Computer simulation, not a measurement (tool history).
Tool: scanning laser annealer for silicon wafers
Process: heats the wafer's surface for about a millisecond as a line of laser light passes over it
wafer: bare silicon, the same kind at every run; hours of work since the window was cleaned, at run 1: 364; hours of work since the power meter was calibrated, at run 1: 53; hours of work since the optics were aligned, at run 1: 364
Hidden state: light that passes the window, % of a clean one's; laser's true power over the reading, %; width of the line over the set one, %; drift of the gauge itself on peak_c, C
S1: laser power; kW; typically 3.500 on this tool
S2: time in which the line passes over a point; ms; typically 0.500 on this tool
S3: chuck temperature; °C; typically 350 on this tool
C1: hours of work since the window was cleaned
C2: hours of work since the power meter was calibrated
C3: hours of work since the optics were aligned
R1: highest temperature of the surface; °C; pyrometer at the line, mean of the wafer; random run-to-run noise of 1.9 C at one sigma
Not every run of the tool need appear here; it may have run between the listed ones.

run    hour     S1     S2   S3   C1   C2   C3    R1
  1     0.0  3.500  0.500  350  364   53  364  1078
  2    25.4  3.500  0.500  350  378   67  378  1075
  3    50.7  3.500  0.444  350  393   81  393  1035
  4    68.8  3.500  0.444  350  403   92  403  1033
  5    87.9  3.500  0.444  350  413  102  413  1034
  6   106.7  3.500  0.500  350  424  113  424  1070
  7   121.9  3.500  0.500  350  433  121  433  1069
  8   157.4  3.500  0.500  350  452  141  452  1072
  9   173.3  3.500  0.500  350  461  150  461  1067
 10   205.0  3.568  0.500  350  479  168  479  1080
 11   240.3  3.500  0.500  350  499  188  499  1062
 12   274.8  3.500  0.500  376  518  207  518  1090
      302.2  -- window over the wafer cleaned
 13   305.5  3.500  0.500  376    2  223  534  1120
 14   338.0  3.500  0.585  350   20  241  552  1145
 15   375.0  3.500  0.500  313   41  262  573  1051
 16   399.3  3.500  0.500  313   54  275  587  1045
 17   415.5  3.500  0.500  313   63  285  596  1052
 18   450.8  3.500  0.500  350   83  304  615  1083
 19   478.3  3.500  0.500  350   99  320  631  1082
 20   515.0  3.452  0.500  350  119  340  651  1072
 21   549.4  3.821  0.575  346  138  359  671  1203
 22   581.7  3.821  0.575  346  156  378  689  1203
 23   603.0  3.821  0.575  346  168  389  701  1198
 24   639.1  3.615  0.575  346  189  410  721  1144
 25   654.8  3.615  0.454  327  197  418  730  1049
 26   685.0  3.664  0.596  337  214  435  747  1160
 27   701.8  3.592  0.464  334  224  445  756  1057
 28   734.0  3.500  0.438  311  242  463  774   991
 29   759.2  3.010  0.500  350  256  477  788   962
 30   782.6  3.500  0.589  350  269  490  801  1127
 31   804.0  3.730  0.513  353  281  502  813  1137
 32   829.9  3.730  0.513  353  295  516  828  1133
 33   858.5  3.500  0.425  378  311  532  844  1048
 34   873.8  3.665  0.612  348  320  541  852  1176
 35   897.2  3.500  0.395  333  333  554  865   978
 36   915.6  3.304  0.519  385  343  564  876  1071
 37   951.4  3.304  0.519  385  363  584  896  1069
 38   967.8  3.304  0.519  385  373  594  905  1068
 39   999.7  3.777  0.405  312  390  611  923  1020
 40  1034.7  3.242  0.500  350  410  631  942  1007

Entry by entry between the runs, the difference in hidden state between the last listed run before and the first listed run after:
Runs 12 to 13: window over the wafer cleaned (hour 302.2)
  light that passes the window, % of a clean one's: 96.24 -> 99.68; laser's true power over the reading, %: -0.15 -> -0.16; width of the line over the set one, %: 0.97 -> 1
  difference, measured minus the result without the unlogged condition, R1: -35 -> -8 °C
